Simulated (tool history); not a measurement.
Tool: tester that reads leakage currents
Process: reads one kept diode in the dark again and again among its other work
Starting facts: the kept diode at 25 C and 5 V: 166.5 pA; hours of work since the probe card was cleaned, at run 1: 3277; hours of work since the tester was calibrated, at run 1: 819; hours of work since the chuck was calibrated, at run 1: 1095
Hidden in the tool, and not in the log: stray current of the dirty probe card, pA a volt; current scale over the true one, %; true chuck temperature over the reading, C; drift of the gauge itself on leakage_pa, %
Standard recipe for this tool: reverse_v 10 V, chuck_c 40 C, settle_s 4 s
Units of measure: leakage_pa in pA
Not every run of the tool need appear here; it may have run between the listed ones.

run	hour	reverse_v	chuck_c	settle_s	hours of work since the probe card was cleaned	hours of work since the tester was calibrated	hours of work since the chuck was calibrated	leakage_pa
1	0	10	40	4	3277	819	1095	720.76
2	74.8	10	40	4	3314	855	1132	717.85
3	128.9	10	40	4	3341	882	1159	711.98
# hour 200.3: probe card cleaned and baked
4	227.4	10	40	4	13	929	1206	685.62
5	313.6	10	40	4	56	971	1248	684.24
6	406.3	10	40	4	101	1017	1294	681.22
7	450.5	10	40	4	123	1039	1315	680.14
8	512.7	10	26	4	154	1069	1346	214.23
# hour 524.1: tester calibrated
9	572.9	10	40	4	182	24	1375	678.1
# hour 587.4: chuck's temperature calibrated
10	628.9	10	40	4	209	51	20	741.24
11	670	10	31	0.34	229	71	41	366.36
12	765.5	4.2	26	0.34	276	118	88	173.21
13	833.3	1.4	34	0.38	309	151	121	223.06
14	894.1	1.4	34	0.38	339	181	151	221.84
15	978.7	1.4	22	6.59	381	222	192	79.47
16	1029.6	10	21	2.37	406	248	217	152.17
# hour 1036.7: tester calibrated, once more
17	1078.9	2.3	50	0.49	429	21	241	914.87
18	1163.3	7	40	4	470	62	282	638.43
19	1204.5	10	58	4	491	82	302	2778.54

Each row is a separate what-if for the run after 19, all from the same tool condition, not one after another. Results?
A	1246.8	7.8	40	4	511	103	323	?
B	1246.8	14.3	32	4	511	103	323	?
C	1246.8	10.9	27	4.18	511	103	323	?

run	leakage_pa
A	664.38
B	435.08
C	260.74
Stripped of hidden state, with their random variation kept, the same runs would have yielded:
run	leakage_pa
A	680.51
B	442.35
C	264.32
